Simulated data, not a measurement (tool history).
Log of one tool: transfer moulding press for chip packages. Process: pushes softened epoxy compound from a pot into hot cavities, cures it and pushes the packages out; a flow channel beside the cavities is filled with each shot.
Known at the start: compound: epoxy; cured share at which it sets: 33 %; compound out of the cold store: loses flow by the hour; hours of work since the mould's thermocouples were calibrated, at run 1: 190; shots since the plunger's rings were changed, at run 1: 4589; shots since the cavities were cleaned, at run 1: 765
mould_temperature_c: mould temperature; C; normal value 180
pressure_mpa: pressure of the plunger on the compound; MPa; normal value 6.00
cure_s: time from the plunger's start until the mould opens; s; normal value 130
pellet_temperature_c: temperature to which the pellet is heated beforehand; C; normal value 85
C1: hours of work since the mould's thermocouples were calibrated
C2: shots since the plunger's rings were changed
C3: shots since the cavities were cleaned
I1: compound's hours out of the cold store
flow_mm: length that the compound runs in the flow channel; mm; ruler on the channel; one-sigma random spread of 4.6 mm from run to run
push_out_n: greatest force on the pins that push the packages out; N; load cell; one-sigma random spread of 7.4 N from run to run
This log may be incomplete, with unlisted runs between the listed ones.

Run 1, hour 0.0: usual settings; C1 190; C2 4589; C3 765; I1 48.0. Result: flow_mm 848 mm, push_out_n 553 N.
At hour 8.5: cavities cleaned with cleaning compound and waxed.
Run 2, hour 10.3: usual settings; C1 195; C2 4673; C3 17; I1 21.9. Result: flow_mm 911 mm, push_out_n 315 N.
Run 3, hour 18.4: usual settings; C1 200; C2 4752; C3 96; I1 9.0. Result: flow_mm 948 mm, push_out_n 357 N.
Run 4, hour 25.6: usual settings but pellet_temperature_c 81 C; C1 204; C2 4820; C3 164; I1 15.1. Result: flow_mm 937 mm, push_out_n 384 N.
Run 5, hour 31.5: usual settings but pellet_temperature_c 81 C; C1 208; C2 4877; C3 221; I1 23.7. Result: flow_mm 901 mm, push_out_n 429 N.
Run 6, hour 41.0: usual settings; C1 214; C2 4969; C3 313; I1 16.9. Result: flow_mm 929 mm, push_out_n 454 N.
Run 7, hour 48.1: usual settings but pellet_temperature_c 83 C; C1 218; C2 5036; C3 380; I1 40.3. Result: flow_mm 854 mm, push_out_n 465 N.
Run 8, hour 56.6: usual settings but pellet_temperature_c 83 C; C1 224; C2 5118; C3 462; I1 21.6. Result: flow_mm 904 mm, push_out_n 495 N.
Run 9, hour 65.5: usual settings but pellet_temperature_c 92 C; C1 229; C2 5203; C3 547; I1 24.3. Result: flow_mm 899 mm, push_out_n 515 N.
Run 10, hour 70.9: usual settings but pellet_temperature_c 92 C; C1 232; C2 5255; C3 599; I1 21.4. Result: flow_mm 915 mm, push_out_n 519 N.
Run 11, hour 79.4: usual settings but pellet_temperature_c 92 C; C1 238; C2 5337; C3 681; I1 46.0. Result: flow_mm 844 mm, push_out_n 518 N.
Run 12, hour 88.5: usual settings but pellet_temperature_c 77 C; C1 243; C2 5424; C3 768; I1 36.5. Result: flow_mm 863 mm, push_out_n 556 N.
Run 13, hour 92.7: usual settings but mould_temperature_c 179 C; C1 246; C2 5465; C3 809; I1 31.1. Result: flow_mm 888 mm, push_out_n 573 N.
At hour 96.8: cavities cleaned with cleaning compound and waxed.
At hour 102.6: plunger's sealing rings changed.
Run 14, hour 105.7: usual settings but mould_temperature_c 179 C; C1 251; C2 30; C3 62; I1 39.4. Result: flow_mm 920 mm, push_out_n 374 N.
Run 15, hour 111.0: usual settings but pressure_mpa 5.90 MPa, cure_s 159 s; C1 255; C2 80; C3 112; I1 26.3. Result: flow_mm 950 mm, push_out_n 360 N.
Run 16, hour 116.8: usual settings but pressure_mpa 5.90 MPa, cure_s 159 s; C1 258; C2 136; C3 168; I1 12.2. Result: flow_mm 980 mm, push_out_n 392 N.
Run 17, hour 123.3: usual settings but mould_temperature_c 178 C, pressure_mpa 4.99 MPa, cure_s 156 s, pellet_temperature_c 80 C; C1 262; C2 198; C3 230; I1 23.8. Result: flow_mm 877 mm, push_out_n 425 N.
Run 18, hour 131.4: usual settings but mould_temperature_c 183 C; C1 267; C2 277; C3 309; I1 15.7. Result: flow_mm 967 mm, push_out_n 450 N.
Run 19, hour 140.6: usual settings but mould_temperature_c 185 C; C1 273; C2 365; C3 397; I1 38.9. Result: flow_mm 897 mm, push_out_n 467 N.
Run 20, hour 148.6: usual settings but mould_temperature_c 185 C; C1 278; C2 441; C3 473; I1 32.3. Result: flow_mm 916 mm, push_out_n 484 N.
Run 21, hour 157.5: usual settings but mould_temperature_c 178 C, cure_s 154 s, pellet_temperature_c 89 C; C1 283; C2 527; C3 559; I1 37.7. Result: flow_mm 925 mm, push_out_n 519 N.
Run 22, hour 165.2: usual settings but pressure_mpa 6.47 MPa, pellet_temperature_c 77 C; C1 288; C2 601; C3 633; I1 45.7. Result: flow_mm 924 mm, push_out_n 560 N.
Run 23, hour 169.6: usual settings but pressure_mpa 6.47 MPa, pellet_temperature_c 77 C; C1 291; C2 643; C3 675; I1 22.8. Result: flow_mm 999 mm, push_out_n 584 N.
Run 24, hour 177.5: usual settings but pressure_mpa 6.47 MPa, pellet_temperature_c 77 C; C1 296; C2 719; C3 751; I1 9.6. Result: flow_mm 1034 mm, push_out_n 567 N.
At hour 187.7: cavities cleaned with cleaning compound and waxed.
Run 25, hour 187.8: usual settings but pressure_mpa 6.47 MPa, pellet_temperature_c 84 C; C1 301; C2 803; C3 1; I1 36.9. Result: flow_mm 957 mm, push_out_n 320 N.
Run 26, hour 193.1: usual settings but mould_temperature_c 177 C, pressure_mpa 6.73 MPa, cure_s 162 s, pellet_temperature_c 77 C; C1 304; C2 854; C3 52; I1 47.7. Result: flow_mm 944 mm, push_out_n 322 N.
Run 27, hour 202.3: usual settings but mould_temperature_c 182 C, pressure_mpa 6.92 MPa, cure_s 128 s, pellet_temperature_c 93 C; C1 310; C2 942; C3 140; I1 12.0. Result: flow_mm 1055 mm, push_out_n 378 N.

Each row is a separate what-if for the run after 27, all from the same tool condition, not one after another. Results?
Run A, hour 210.2: usual settings but mould_temperature_c 182 C, pressure_mpa 6.92 MPa, cure_s 125 s, pellet_temperature_c 93 C; C1 315; C2 1018; C3 216; I1 31.2. Result: flow_mm ?, push_out_n ?.
Run B, hour 210.2: usual settings but mould_temperature_c 182 C, pressure_mpa 5.00 MPa, cure_s 144 s, pellet_temperature_c 76 C; C1 315; C2 1018; C3 216; I1 15.4. Result: flow_mm ?, push_out_n ?.
Run C, hour 210.2: usual settings but mould_temperature_c 173 C, pressure_mpa 4.95 MPa, cure_s 128 s, pellet_temperature_c 93 C; C1 315; C2 1018; C3 216; I1 13.8. Result: flow_mm ?, push_out_n ?.
Run D, hour 210.2: usual settings but mould_temperature_c 182 C, pressure_mpa 4.62 MPa, cure_s 119 s, pellet_temperature_c 93 C; C1 315; C2 1018; C3 216; I1 41.3. Result: flow_mm ?, push_out_n ?.
Run E, hour 210.2: usual settings but pellet_temperature_c 91 C; C1 315; C2 1018; C3 216; I1 13.0. Result: flow_mm ?, push_out_n ?.

run  flow_mm  push_out_n
  A      988         404
  B      887         380
  C      920         591
  D      783         408
  E      977         416
Stripped of hidden state, with their random variation kept, the same runs would have yielded:
run  flow_mm  push_out_n
  A     1002         309
  B      900         291
  C      934         470
  D      795         312
  E      991         321
